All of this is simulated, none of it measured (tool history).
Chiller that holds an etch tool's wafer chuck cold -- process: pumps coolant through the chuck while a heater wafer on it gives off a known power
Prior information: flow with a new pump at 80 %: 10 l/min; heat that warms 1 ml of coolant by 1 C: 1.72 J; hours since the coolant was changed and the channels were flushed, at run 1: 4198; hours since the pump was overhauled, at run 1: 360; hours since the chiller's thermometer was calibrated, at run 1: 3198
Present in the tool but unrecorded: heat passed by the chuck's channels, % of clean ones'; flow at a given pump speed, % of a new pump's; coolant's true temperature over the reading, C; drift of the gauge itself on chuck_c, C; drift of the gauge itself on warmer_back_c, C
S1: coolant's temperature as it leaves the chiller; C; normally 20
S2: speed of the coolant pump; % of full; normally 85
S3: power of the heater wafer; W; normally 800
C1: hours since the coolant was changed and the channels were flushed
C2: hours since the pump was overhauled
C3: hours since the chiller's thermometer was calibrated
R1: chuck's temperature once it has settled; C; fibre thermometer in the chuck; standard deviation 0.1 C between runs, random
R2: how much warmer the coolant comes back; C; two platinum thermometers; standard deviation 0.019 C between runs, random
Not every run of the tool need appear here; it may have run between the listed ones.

| run | hour | S1 | S2 | S3 | C1 | C2 | C3 | R1 | R2 |
|---|---|---|---|---|---|---|---|---|---|
| 1 | 0 | 20 | 85 | 800 | 4198 | 360 | 3198 | 27.6 | 2.61 |
| 2 | 34.7 | 20 | 85 | 800 | 4233 | 395 | 3233 | 27.7 | 2.59 |
| 3 | 79.1 | 20 | 85 | 541 | 4278 | 440 | 3277 | 25.2 | 1.75 |
| 4 | 122.5 | 20 | 85 | 541 | 4321 | 483 | 3321 | 25.3 | 1.78 |
| 5 | 161.1 | 20 | 85 | 541 | 4360 | 522 | 3359 | 25.2 | 1.78 |
| 6 | 204.6 | 20 | 85 | 541 | 4403 | 565 | 3403 | 25.1 | 1.75 |
| 7 | 236.2 | 20 | 85 | 541 | 4435 | 597 | 3434 | 25.1 | 1.75 |
| 8 | 274.6 | 20 | 85 | 541 | 4473 | 635 | 3473 | 25.1 | 1.74 |
| 9 | 322.8 | 20 | 85 | 541 | 4521 | 683 | 3521 | 25.4 | 1.77 |
| 10 | 351.8 | 20 | 85 | 541 | 4550 | 712 | 3550 | 25.1 | 1.77 |
| 11 | 382.2 | 20 | 85 | 541 | 4581 | 743 | 3580 | 25.2 | 1.78 |
| 12 | 411 | 20 | 66 | 541 | 4609 | 771 | 3609 | 26.1 | 2.34 |
| 13 | 460.9 | 13 | 85 | 800 | 4659 | 821 | 3659 | 20.8 | 2.62 |
| 14 | 495.7 | 20 | 85 | 800 | 4694 | 856 | 3694 | 27.8 | 2.6 |
| 15 | 525.6 | 20 | 85 | 800 | 4724 | 886 | 3724 | 27.8 | 2.6 |
| 16 | 565 | 20 | 85 | 800 | 4763 | 925 | 3763 | 27.7 | 2.6 |
| 17 | 605 | 14 | 85 | 800 | 4803 | 965 | 3803 | 21.7 | 2.6 |
| 18 | 633.6 | 14 | 85 | 889 | 4832 | 994 | 3832 | 22.9 | 2.94 |
| 19 | 670 | 20 | 64 | 498 | 4868 | 1030 | 3868 | 25.5 | 2.23 |
| 20 | 713.8 | 30 | 92 | 782 | 4912 | 1074 | 3912 | 37.2 | 2.36 |
| 21 | 762.1 | 23 | 69 | 782 | 4961 | 1123 | 3960 | 31.7 | 3.18 |
| 22 | 803.9 | 18 | 69 | 903 | 5002 | 1164 | 4002 | 28.2 | 3.71 |
| 23 | 850.1 | 16 | 69 | 745 | 5049 | 1211 | 4048 | 24.2 | 3.06 |
| 24 | 896.5 | 20 | 90 | 427 | 5095 | 1257 | 4095 | 23.9 | 1.3 |
| 25 | 943.2 | 16 | 85 | 869 | 5142 | 1304 | 4141 | 24.5 | 2.86 |
| 26 | 977.7 | 17 | 67 | 800 | 5176 | 1338 | 4176 | 25.9 | 3.39 |
| 27 | 1021.6 | 17 | 67 | 800 | 5220 | 1382 | 4220 | 26.2 | 3.4 |
| 28 | 1067.6 | 16 | 85 | 800 | 5266 | 1428 | 4266 | 23.8 | 2.63 |
| 29 | 1120.7 | 20 | 85 | 772 | 5319 | 1481 | 4319 | 27.6 | 2.53 |
| 30 | 1165.9 | 20 | 85 | 772 | 5364 | 1526 | 4364 | 27.6 | 2.57 |
| 31 | 1204.2 | 11 | 84 | 703 | 5403 | 1565 | 4402 | 18 | 2.32 |
| 32 | 1242.7 | 11 | 84 | 703 | 5441 | 1603 | 4441 | 17.8 | 2.38 |

Measured less the same run without the tool's hidden state. The same run-to-run variation is in both; the gauge's scatter may not be:
| run | R1 |
|---|---|
| 1 | +0.4 |
| 2 | +0.4 |
| 3 | +0.2 |
| 4 | +0.2 |
| 5 | +0.2 |
| 6 | +0.2 |
| 7 | +0.1 |
| 8 | +0.1 |
| 9 | +0.1 |
| 10 | +0.1 |
| 11 | +0.2 |
| 12 | +0.2 |
| 13 | +0.4 |
| 14 | +0.4 |
| 15 | +0.4 |
| 16 | +0.4 |
| 17 | +0.4 |
| 18 | +0.5 |
| 19 | +0.2 |
| 20 | +0.4 |
| 21 | +0.5 |
| 22 | +0.6 |
| 23 | +0.5 |
| 24 | +0 |
| 25 | +0.5 |
| 26 | +0.5 |
| 27 | +0.6 |
| 28 | +0.4 |
| 29 | +0.4 |
| 30 | +0.5 |
| 31 | +0.3 |
| 32 | +0.4 |
R2: differs from the measured result by no more than 0.02 C in any run.
